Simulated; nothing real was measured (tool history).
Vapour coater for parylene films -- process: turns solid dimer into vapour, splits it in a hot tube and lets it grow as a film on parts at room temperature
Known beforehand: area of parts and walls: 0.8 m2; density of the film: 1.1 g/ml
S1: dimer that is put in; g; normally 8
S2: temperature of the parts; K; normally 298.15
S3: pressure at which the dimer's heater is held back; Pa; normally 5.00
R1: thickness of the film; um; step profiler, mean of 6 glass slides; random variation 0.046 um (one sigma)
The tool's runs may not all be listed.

run   hour  S1      S2     S3    R1
  1    0.0   8  298.15   5.00  6.74
  2   19.9   8  298.15   5.00  6.62
  3   36.7   8  298.15   5.00  6.72
  4   50.2   8  298.15   7.84  6.20
  5   64.4   8  298.15   7.84  6.16
  6   74.1   8  298.15   5.00  6.72
  7   95.3   8  298.15   5.00  6.66
     100.5  -- trap's valve overhauled
  8  117.2   8  298.15   5.00  7.20
  9  130.1   9  297.15   5.01  8.28
 10  139.5   9  297.15   5.01  8.31
 11  151.8   9  290.15   4.54  9.84
 12  171.4   5  298.15   5.00  4.49
 13  183.7   8  305.15  10.46  5.27
 14  201.0   8  305.15  10.46  5.19
 15  210.2   8  305.15  10.46  5.20

Below are 4 alternative next runs, each starting from the tool's condition after run 15. Predict each:
  A  230.4   4  294.15   9.60   ?
  B  230.4   5  295.15   2.72   ?
  C  230.4   5  292.15  10.47   ?
  D  230.4   5  295.15  10.46   ?

run    R1
  A  3.51
  B  5.48
  C  4.55
  D  4.21
What these runs would have given with no unlogged condition in the tool:
run    R1
  A  3.52
  B  5.49
  C  4.55
  D  4.22
